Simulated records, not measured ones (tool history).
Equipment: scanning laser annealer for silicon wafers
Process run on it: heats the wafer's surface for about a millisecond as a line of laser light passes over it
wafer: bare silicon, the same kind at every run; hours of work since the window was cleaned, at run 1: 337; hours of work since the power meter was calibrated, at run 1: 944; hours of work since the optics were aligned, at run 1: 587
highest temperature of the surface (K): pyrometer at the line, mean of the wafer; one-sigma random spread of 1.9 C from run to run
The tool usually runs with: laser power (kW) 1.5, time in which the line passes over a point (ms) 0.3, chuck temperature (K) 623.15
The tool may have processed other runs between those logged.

run,hour,laser power (kW),time in which the line passes over a point (ms),chuck temperature (K),hours of work since the window was cleaned,hours of work since the power meter was calibrated,hours of work since the optics were aligned,highest temperature of the surface (K)
1,0,1.5,0.3,623.15,337,944,587,1449.15
2,66.3,1.5,0.3,623.15,378,985,627,1446.15
3,121,1.5,0.32,623.15,411,1019,661,1470.15
4,205.5,1.5,0.32,623.15,464,1071,713,1471.15
5,296.1,1.5,0.32,623.15,519,1127,769,1468.15
6,352.8,1.5,0.3,623.15,554,1162,804,1440.15
7,422.3,1.5,0.3,623.15,597,1204,847,1437.15
8,485,1.5,0.3,623.15,636,1243,886,1429.15
9,570,1.5,0.3,623.15,688,1296,938,1435.15
10,647.8,1.5,0.3,623.15,736,1344,986,1435.15
11,730,1.5,0.3,623.15,787,1394,1037,1432.15
12,773.1,1.5,0.3,623.15,814,1421,1063,1429.15
# hour 815.5: optics aligned, line set to its width
13,871,1.5,0.3,623.15,871,1478,34,1422.15
14,917.2,1.5,0.3,623.15,900,1507,63,1421.15
15,984,1.5,0.3,623.15,941,1548,104,1419.15
# hour 1041: window over the wafer cleaned
16,1074.1,1.607,0.275,588.15,20,1602,158,1444.15
17,1168.6,1.607,0.275,588.15,79,1661,217,1444.15
18,1242.4,1.467,0.277,623.15,124,1706,262,1408.15
# hour 1299.7: optics aligned, line set to its width, once more
19,1314.7,1.467,0.352,604.15,166,1748,9,1491.15
20,1374,1.353,0.289,623.15,202,1784,46,1371.15
21,1418.6,1.452,0.329,623.15,230,1812,73,1474.15
22,1511.1,1.455,0.291,634.15,287,1869,130,1431.15
23,1591.3,1.455,0.291,634.15,336,1918,180,1428.15
24,1663.7,1.455,0.291,634.15,381,1963,225,1428.15
25,1743,1.352,0.356,638.15,430,2012,273,1457.15
26,1804.8,1.5,0.366,642.15,468,2050,312,1551.15
27,1897,1.5,0.366,642.15,525,2107,369,1551.15
28,1941.8,1.557,0.227,630.15,553,2135,396,1369.15
29,2017.5,1.557,0.227,630.15,599,2181,443,1368.15

5 ways to go on from here, each from the tool as it stands after run 29. What would each give?
A,2104.5,1.5,0.245,604.15,653,2235,497,?
B,2104.5,1.496,0.227,656.15,653,2235,497,?
C,2104.5,1.5,0.273,624.15,653,2235,497,?
D,2104.5,1.557,0.256,630.15,653,2235,497,?
E,2104.5,1.32,0.227,630.15,653,2235,497,?

run,highest temperature of the surface (K)
A,1342.15
B,1366.15
C,1403.15
D,1410.15
E,1265.15
Without the tool's hidden state the same runs would have given:
run,highest temperature of the surface (K)
A,1365.15
B,1388.15
C,1428.15
D,1435.15
E,1285.15
